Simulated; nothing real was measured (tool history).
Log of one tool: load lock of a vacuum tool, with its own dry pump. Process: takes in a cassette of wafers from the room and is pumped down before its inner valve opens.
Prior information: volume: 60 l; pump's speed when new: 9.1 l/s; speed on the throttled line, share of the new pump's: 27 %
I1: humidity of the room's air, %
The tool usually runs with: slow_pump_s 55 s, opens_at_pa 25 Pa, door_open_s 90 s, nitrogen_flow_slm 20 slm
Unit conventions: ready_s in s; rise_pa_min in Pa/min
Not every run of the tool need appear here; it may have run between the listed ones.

Run 1, hour 0.0: usual settings; I1 47.4. Result: ready_s 95.8 s, rise_pa_min 0.438 Pa/min.
Run 2, hour 214.3: usual settings; I1 44.0. Result: ready_s 95.9 s, rise_pa_min 0.437 Pa/min.
Run 3, hour 311.5: usual settings but nitrogen_flow_slm 35 slm; I1 39.7. Result: ready_s 96.1 s, rise_pa_min 0.432 Pa/min.
Run 4, hour 445.9: usual settings but opens_at_pa 37 Pa; I1 45.7. Result: ready_s 92.3 s, rise_pa_min 0.450 Pa/min.
Run 5, hour 658.6: usual settings but opens_at_pa 37 Pa; I1 45.8. Result: ready_s 93.6 s, rise_pa_min 0.472 Pa/min.
Run 6, hour 810.7: usual settings but opens_at_pa 37 Pa; I1 45.6. Result: ready_s 93.3 s, rise_pa_min 0.484 Pa/min.

For run 7, what comes out?
Run 7, hour 937.2: usual settings but slow_pump_s 77 s, opens_at_pa 18 Pa, door_open_s 152 s, nitrogen_flow_slm 38 slm; I1 45.1. Result: ready_s ?, rise_pa_min ?.

For run 7 the tool returned ready_s 115.4 s, rise_pa_min 0.478 Pa/min.
With the hidden condition absent and the run-to-run variation left alone, this run would have shown ready_s 114.6 s, rise_pa_min 0.027 Pa/min.
